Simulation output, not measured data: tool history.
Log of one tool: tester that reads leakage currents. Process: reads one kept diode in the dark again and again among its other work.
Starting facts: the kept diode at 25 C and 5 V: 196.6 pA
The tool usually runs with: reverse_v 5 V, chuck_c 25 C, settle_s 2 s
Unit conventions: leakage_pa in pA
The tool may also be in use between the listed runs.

run	hour	reverse_v	chuck_c	settle_s	leakage_pa
1	0	5	25	2	195.83
2	41.5	5	25	2	196.48
3	82.9	5	25	2	196.64
4	118.1	5	25	0.41	199.53
5	172.6	6.4	25	0.41	217.69
6	210.2	6.4	25	0.41	217.96
7	246.5	6.4	25	0.41	218.36
8	287.1	6.4	25	0.41	217.44
9	362.4	6.4	25	0.41	218.23
10	434	5	25	2	196.67
11	470	5	25	2	197.37
12	515	5	25	2	198.11
13	547.8	5	25	2	198.03
14	580.2	5	25	0.61	199.03
15	640	5	25	0.61	199.4
16	699.3	5	25	0.61	198.64
17	741.7	5	25	0.61	199.77
18	793.6	5	25	2	198.03
19	867.7	5	25	2	197.95
20	937.7	5	25	2	198.87
21	1008.1	5	25	1.37	200.29
22	1058.1	1.19	51	0.35	808.54
23	1132.7	1.19	52	6.4	861.64
24	1166.3	1.19	52	6.4	859.05
25	1205.3	1.19	47	1.78	616.31
26	1257.9	5.32	32	0.87	349.17
27	1305.7	14.92	21	2	213.01
28	1376.5	5	43	0.56	757.24
29	1442	5	43	0.56	764.22
30	1490.7	17.07	24	1.07	285.08
31	1545.6	17.07	24	1.07	286.24
32	1597.9	17.07	24	1.07	285.59
33	1673.6	1.07	25	0.74	118.62
34	1737.7	16.51	28	2	382.59
35	1771.3	1.01	60	2	1381.36
36	1843.4	14.36	32	2	493.07
37	1910.9	10.74	32	2.16	446.21
38	1944	10.74	23	9.28	223.09

Results per run with the tool's hidden condition removed, run-to-run variation unchanged:
Hidden conditions of the tool in this case: stray current of the dirty probe card, pA a volt; current scale over the true one, %; true chuck temperature over the reading, C; drift of the gauge itself on leakage_pa, %.
run	leakage_pa
1	197.32
2	197.86
3	197.89
4	200.72
5	218.72
6	218.9
7	219.18
8	218.15
9	218.72
10	197
11	197.63
12	198.24
13	198.1
14	199.02
15	199.24
16	198.32
17	199.32
18	197.43
19	197.14
20	197.87
21	199.12
22	809.24
23	861.89
24	859.06
25	615.69
26	347.01
27	208.8
28	754.12
29	760.56
30	279.39
31	280.29
32	279.42
33	117.35
34	375.18
35	1375.87
36	484.9
37	439.03
38	217.54
